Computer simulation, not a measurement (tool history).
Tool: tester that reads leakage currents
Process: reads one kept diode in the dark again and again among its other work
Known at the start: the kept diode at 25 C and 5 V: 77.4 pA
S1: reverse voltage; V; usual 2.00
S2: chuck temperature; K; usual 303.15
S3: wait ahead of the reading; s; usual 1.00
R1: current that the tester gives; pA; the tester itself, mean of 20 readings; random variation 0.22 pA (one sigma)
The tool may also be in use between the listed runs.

run 1 hour=0.0 | S1=2.00 S2=303.15 S3=1.00 | R1=66.15
run 2 hour=13.1 | S1=2.00 S2=303.15 S3=1.00 | R1=66.26
run 3 hour=29.5 | S1=2.00 S2=303.15 S3=1.00 | R1=66.11
run 4 hour=57.0 | S1=2.00 S2=303.15 S3=1.00 | R1=65.74
run 5 hour=75.5 | S1=2.00 S2=303.15 S3=1.00 | R1=65.36
run 6 hour=100.3 | S1=2.00 S2=303.15 S3=1.00 | R1=65.47
run 7 hour=113.4 | S1=7.95 S2=303.15 S3=1.00 | R1=144.41
-- hour=139.1 chuck's temperature calibrated
run 8 hour=142.4 | S1=2.00 S2=303.15 S3=1.00 | R1=62.00
run 9 hour=159.5 | S1=2.00 S2=303.15 S3=1.00 | R1=62.15
run 10 hour=189.9 | S1=2.00 S2=303.15 S3=2.95 | R1=61.30
run 11 hour=207.9 | S1=2.00 S2=303.15 S3=1.00 | R1=61.64
run 12 hour=231.6 | S1=2.00 S2=303.15 S3=1.00 | R1=61.57
run 13 hour=253.7 | S1=2.00 S2=303.15 S3=1.00 | R1=61.52
run 14 hour=283.9 | S1=2.00 S2=303.15 S3=1.00 | R1=61.17
run 15 hour=299.9 | S1=10.92 S2=303.15 S3=1.00 | R1=163.99
-- hour=306.2 chuck's temperature calibrated, once more
run 16 hour=329.3 | S1=10.92 S2=303.15 S3=1.00 | R1=199.98
run 17 hour=343.6 | S1=10.92 S2=303.15 S3=1.00 | R1=198.74
run 18 hour=358.9 | S1=10.92 S2=303.15 S3=1.00 | R1=198.55
run 19 hour=381.7 | S1=2.00 S2=303.15 S3=1.00 | R1=73.92
run 20 hour=400.4 | S1=2.00 S2=303.15 S3=1.00 | R1=74.29
run 21 hour=427.2 | S1=2.00 S2=303.15 S3=1.00 | R1=73.30
run 22 hour=453.8 | S1=2.00 S2=303.15 S3=1.00 | R1=73.38
run 23 hour=479.3 | S1=7.38 S2=315.15 S3=2.98 | R1=418.25
run 24 hour=507.5 | S1=7.38 S2=315.15 S3=2.98 | R1=417.82
run 25 hour=529.3 | S1=7.38 S2=315.15 S3=2.98 | R1=416.22
run 26 hour=553.0 | S1=2.00 S2=306.15 S3=0.49 | R1=94.53
run 27 hour=568.6 | S1=2.00 S2=303.15 S3=0.53 | R1=72.84
run 28 hour=596.2 | S1=2.00 S2=303.15 S3=0.53 | R1=72.94
run 29 hour=624.0 | S1=2.00 S2=303.15 S3=0.53 | R1=72.35
run 30 hour=647.7 | S1=2.00 S2=297.15 S3=1.00 | R1=42.50
run 31 hour=678.0 | S1=2.00 S2=330.15 S3=1.00 | R1=621.52
run 32 hour=702.8 | S1=2.00 S2=308.15 S3=0.87 | R1=109.63
run 33 hour=722.4 | S1=2.00 S2=308.15 S3=0.87 | R1=108.67
run 34 hour=751.3 | S1=6.62 S2=303.15 S3=1.00 | R1=142.08
run 35 hour=775.6 | S1=6.62 S2=303.15 S3=4.35 | R1=140.73
run 36 hour=798.1 | S1=5.28 S2=303.15 S3=7.10 | R1=123.23
run 37 hour=816.2 | S1=2.00 S2=304.15 S3=6.08 | R1=76.52
run 38 hour=837.6 | S1=2.00 S2=304.15 S3=6.08 | R1=75.93
run 39 hour=856.3 | S1=5.88 S2=300.15 S3=1.65 | R1=101.50
run 40 hour=877.3 | S1=5.88 S2=300.15 S3=1.65 | R1=101.59
run 41 hour=898.7 | S1=9.70 S2=300.15 S3=9.49 | R1=136.08

Hidden state or all else? Some run-to-run changes of R1, split into what the settings, what came in and random variation would give without the hidden state, and what is left for the hidden state (with any gauge scatter that isn't in both results):
The hidden state here: stray current of the dirty probe card, pA a volt; current scale over the true one, %; true chuck temperature over the reading, C; drift of the gauge itself on leakage_pa, %.
Run 15 -> 16: chuck's temperature calibrated, once more. R1 +35.99 pA: hidden state +35.52, all else +0.47.
Run 22 -> 23: S1 2.00 -> 7.38, S2 303.15 -> 315.15, S3 1.00 -> 2.98. R1 +344.87 pA: hidden state -0.75, all else +345.62.
Run 30 -> 31: S2 297.15 -> 330.15. R1 +579.02 pA: hidden state -22.05, all else +601.07.
Run 31 -> 32: S2 330.15 -> 308.15, S3 1.00 -> 0.87. R1 -511.89 pA: hidden state +18.81, all else -530.70.

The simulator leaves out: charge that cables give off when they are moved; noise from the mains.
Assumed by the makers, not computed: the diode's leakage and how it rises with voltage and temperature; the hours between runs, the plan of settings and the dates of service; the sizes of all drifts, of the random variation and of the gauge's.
